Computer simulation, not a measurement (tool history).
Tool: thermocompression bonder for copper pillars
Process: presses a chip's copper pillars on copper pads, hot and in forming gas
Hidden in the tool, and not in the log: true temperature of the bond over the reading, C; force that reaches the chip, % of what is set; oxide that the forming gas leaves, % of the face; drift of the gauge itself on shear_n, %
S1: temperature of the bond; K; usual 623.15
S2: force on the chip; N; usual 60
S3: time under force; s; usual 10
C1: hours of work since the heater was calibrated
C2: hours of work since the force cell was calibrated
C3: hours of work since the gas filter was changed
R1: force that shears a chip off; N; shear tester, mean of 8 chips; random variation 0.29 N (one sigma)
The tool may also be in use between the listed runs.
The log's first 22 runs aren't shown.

run,hour,S1,S2,S3,C1,C2,C3,R1
23,511.2,646.15,52,15,166,110,67,41.9
24,531.8,623.15,52,10,182,126,83,29.8
25,560.1,623.15,52,10,204,147,104,28.6
26,584.4,620.15,39,20,223,166,123,31.3
27,601.4,601.15,54,10,236,179,136,23.3
28,627.5,601.15,54,10,256,200,157,23.3
29,658.1,600.15,72,11,280,223,180,27.8
30,679.8,600.15,72,11,296,240,197,28.2
# hour 683.1: forming gas filter changed
31,714.3,623.15,58,11,323,266,24,33.1

3 ways to go on from here, each from the tool as it stands after run 31. What would each give?
A,733.1,593.15,58,23,337,281,39,?
B,733.1,607.15,39,18,337,281,39,?
C,733.1,623.15,44,8,337,281,39,?

run,R1
A,31.7
B,27.3
C,25.0
Without the tool's hidden state the same runs would have given:
run,R1
A,31.0
B,26.7
C,24.4

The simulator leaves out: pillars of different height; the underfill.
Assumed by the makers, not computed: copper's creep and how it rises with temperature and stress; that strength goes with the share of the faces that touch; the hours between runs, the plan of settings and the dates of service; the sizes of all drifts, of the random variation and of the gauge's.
